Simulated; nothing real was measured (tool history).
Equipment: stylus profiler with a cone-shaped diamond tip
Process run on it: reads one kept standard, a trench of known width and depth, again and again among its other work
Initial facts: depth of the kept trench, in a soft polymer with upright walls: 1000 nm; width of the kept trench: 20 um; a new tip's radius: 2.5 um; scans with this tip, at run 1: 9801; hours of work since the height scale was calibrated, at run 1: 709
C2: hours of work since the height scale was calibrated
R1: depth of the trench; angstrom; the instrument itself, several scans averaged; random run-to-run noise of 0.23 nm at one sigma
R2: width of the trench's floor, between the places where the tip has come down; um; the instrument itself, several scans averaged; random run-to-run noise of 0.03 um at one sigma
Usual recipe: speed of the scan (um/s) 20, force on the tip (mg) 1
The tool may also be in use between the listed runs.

run 1 hour=0 | speed_of_the_scan_(um/s)=20 force_on_the_tip_(mg)=1 | scans_with_this_tip=9801 C2=709 | R1=10094 R2=13.68
run 2 hour=87 | speed_of_the_scan_(um/s)=20 force_on_the_tip_(mg)=1 | scans_with_this_tip=10560 C2=764 | R1=10097.3 R2=13.57
run 3 hour=141.8 | speed_of_the_scan_(um/s)=8 force_on_the_tip_(mg)=1 | scans_with_this_tip=11038 C2=799 | R1=10091.3 R2=13.59
run 4 hour=190.7 | speed_of_the_scan_(um/s)=8 force_on_the_tip_(mg)=1 | scans_with_this_tip=11464 C2=830 | R1=10091.9 R2=13.55
run 5 hour=285 | speed_of_the_scan_(um/s)=8 force_on_the_tip_(mg)=1 | scans_with_this_tip=12286 C2=889 | R1=10097.4 R2=13.43
run 6 hour=373.9 | speed_of_the_scan_(um/s)=8 force_on_the_tip_(mg)=1 | scans_with_this_tip=13061 C2=945 | R1=10098.3 R2=13.3
run 7 hour=444.3 | speed_of_the_scan_(um/s)=8 force_on_the_tip_(mg)=1 | scans_with_this_tip=13676 C2=990 | R1=10096.5 R2=13.16
run 8 hour=546.3 | speed_of_the_scan_(um/s)=8 force_on_the_tip_(mg)=1 | scans_with_this_tip=14565 C2=1054 | R1=10097.2 R2=13.01
run 9 hour=587.9 | speed_of_the_scan_(um/s)=9 force_on_the_tip_(mg)=1 | scans_with_this_tip=14928 C2=1080 | R1=10099.5 R2=12.97
run 10 hour=671.2 | speed_of_the_scan_(um/s)=9 force_on_the_tip_(mg)=1 | scans_with_this_tip=15654 C2=1133 | R1=10094.3 R2=12.84
run 11 hour=729.6 | speed_of_the_scan_(um/s)=9 force_on_the_tip_(mg)=1 | scans_with_this_tip=16163 C2=1170 | R1=10098.8 R2=12.76
run 12 hour=772.6 | speed_of_the_scan_(um/s)=9 force_on_the_tip_(mg)=1 | scans_with_this_tip=16538 C2=1197 | R1=10100.5 R2=12.75
run 13 hour=822.9 | speed_of_the_scan_(um/s)=9 force_on_the_tip_(mg)=1 | scans_with_this_tip=16977 C2=1229 | R1=10104.4 R2=12.66
run 14 hour=888.4 | speed_of_the_scan_(um/s)=20 force_on_the_tip_(mg)=1 | scans_with_this_tip=17547 C2=1270 | R1=10109.3 R2=12.51
run 15 hour=935.1 | speed_of_the_scan_(um/s)=20 force_on_the_tip_(mg)=1 | scans_with_this_tip=17955 C2=1299 | R1=10106.3 R2=12.41
run 16 hour=1010.7 | speed_of_the_scan_(um/s)=20 force_on_the_tip_(mg)=1 | scans_with_this_tip=18614 C2=1347 | R1=10105.7 R2=12.3
run 17 hour=1111.2 | speed_of_the_scan_(um/s)=20 force_on_the_tip_(mg)=1 | scans_with_this_tip=19490 C2=1411 | R1=10105.7 R2=12.14
run 18 hour=1167.1 | speed_of_the_scan_(um/s)=20 force_on_the_tip_(mg)=1 | scans_with_this_tip=19978 C2=1446 | R1=10106.8 R2=12.09
-- hour=1199.4 new tip fitted, height scale calibrated
run 19 hour=1244.9 | speed_of_the_scan_(um/s)=20 force_on_the_tip_(mg)=1 | scans_with_this_tip=396 C2=29 | R1=10078.1 R2=15.67
run 20 hour=1317 | speed_of_the_scan_(um/s)=20 force_on_the_tip_(mg)=2.92 | scans_with_this_tip=1025 C2=74 | R1=10163.9 R2=15.54
run 21 hour=1368.1 | speed_of_the_scan_(um/s)=20 force_on_the_tip_(mg)=1 | scans_with_this_tip=1471 C2=106 | R1=10086.5 R2=15.37
run 22 hour=1460.9 | speed_of_the_scan_(um/s)=20 force_on_the_tip_(mg)=1 | scans_with_this_tip=2280 C2=165 | R1=10080.8 R2=15.19
run 23 hour=1506.6 | speed_of_the_scan_(um/s)=20 force_on_the_tip_(mg)=1 | scans_with_this_tip=2679 C2=194 | R1=10084.6 R2=15.1
run 24 hour=1606.2 | speed_of_the_scan_(um/s)=19 force_on_the_tip_(mg)=0.72 | scans_with_this_tip=3547 C2=257 | R1=10069.3 R2=14.85
run 25 hour=1663.9 | speed_of_the_scan_(um/s)=19 force_on_the_tip_(mg)=0.72 | scans_with_this_tip=4050 C2=293 | R1=10071.6 R2=14.71
run 26 hour=1738.1 | speed_of_the_scan_(um/s)=69 force_on_the_tip_(mg)=0.34 | scans_with_this_tip=4697 C2=340 | R1=10048.9 R2=13.74
run 27 hour=1802 | speed_of_the_scan_(um/s)=64 force_on_the_tip_(mg)=0.34 | scans_with_this_tip=5254 C2=380 | R1=10050.1 R2=13.74
run 28 hour=1846.4 | speed_of_the_scan_(um/s)=20 force_on_the_tip_(mg)=0.49 | scans_with_this_tip=5641 C2=408 | R1=10059.4 R2=14.34
run 29 hour=1908.6 | speed_of_the_scan_(um/s)=8 force_on_the_tip_(mg)=0.35 | scans_with_this_tip=6184 C2=448 | R1=10051.6 R2=14.29
run 30 hour=1963.2 | speed_of_the_scan_(um/s)=23 force_on_the_tip_(mg)=0.43 | scans_with_this_tip=6660 C2=482 | R1=10056.9 R2=14.04
run 31 hour=2010.9 | speed_of_the_scan_(um/s)=12 force_on_the_tip_(mg)=0.39 | scans_with_this_tip=7076 C2=512 | R1=10057.7 R2=14.09
run 32 hour=2070 | speed_of_the_scan_(um/s)=68 force_on_the_tip_(mg)=2.48 | scans_with_this_tip=7591 C2=549 | R1=10157 R2=13.81
run 33 hour=2156.2 | speed_of_the_scan_(um/s)=65 force_on_the_tip_(mg)=2.25 | scans_with_this_tip=8342 C2=604 | R1=10148.2 R2=13.71
run 34 hour=2204.1 | speed_of_the_scan_(um/s)=6 force_on_the_tip_(mg)=2.27 | scans_with_this_tip=8760 C2=634 | R1=10151.3 R2=13.96
run 35 hour=2300.2 | speed_of_the_scan_(um/s)=6 force_on_the_tip_(mg)=2.27 | scans_with_this_tip=9598 C2=695 | R1=10152.2 R2=13.77
run 36 hour=2396.2 | speed_of_the_scan_(um/s)=6 force_on_the_tip_(mg)=2.27 | scans_with_this_tip=10435 C2=755 | R1=10158 R2=13.66
run 37 hour=2441.5 | speed_of_the_scan_(um/s)=71 force_on_the_tip_(mg)=0.74 | scans_with_this_tip=10829 C2=784 | R1=10082.1 R2=12.89
run 38 hour=2541 | speed_of_the_scan_(um/s)=6 force_on_the_tip_(mg)=0.51 | scans_with_this_tip=11698 C2=847 | R1=10068.4 R2=13.46
run 39 hour=2618.3 | speed_of_the_scan_(um/s)=7 force_on_the_tip_(mg)=1.08 | scans_with_this_tip=12371 C2=895 | R1=10105 R2=13.29
run 40 hour=2713.3 | speed_of_the_scan_(um/s)=12 force_on_the_tip_(mg)=2.66 | scans_with_this_tip=13200 C2=955 | R1=10175.3 R2=13.12
run 41 hour=2754.3 | speed_of_the_scan_(um/s)=40 force_on_the_tip_(mg)=2.96 | scans_with_this_tip=13558 C2=981 | R1=10182.5 R2=12.99
run 42 hour=2850.3 | speed_of_the_scan_(um/s)=53 force_on_the_tip_(mg)=0.91 | scans_with_this_tip=14394 C2=1042 | R1=10093.9 R2=12.54
run 43 hour=2934.8 | speed_of_the_scan_(um/s)=39 force_on_the_tip_(mg)=1.74 | scans_with_this_tip=15131 C2=1095 | R1=10138.9 R2=12.66
run 44 hour=3007.1 | speed_of_the_scan_(um/s)=48 force_on_the_tip_(mg)=0.34 | scans_with_this_tip=15762 C2=1141 | R1=10064.9 R2=12.12
run 45 hour=3074.3 | speed_of_the_scan_(um/s)=19 force_on_the_tip_(mg)=2.04 | scans_with_this_tip=16348 C2=1183 | R1=10154.8 R2=12.63
run 46 hour=3136.3 | speed_of_the_scan_(um/s)=71 force_on_the_tip_(mg)=1.14 | scans_with_this_tip=16888 C2=1222 | R1=10112.3 R2=12.12

Hidden state at the last listed run before each entry between runs and at the first one after, where it differs:
From run 18 to run 19: new tip fitted, height scale calibrated (hour 1199.4)
  radius of the tip, um: 7.95 -> 2.68; height scale over the true one, %: 0.274 -> 0.028
  measured result minus the result with no hidden state, R1: +27.6 -> +2.8 angstrom; R2: -3.73 -> -0.18 um
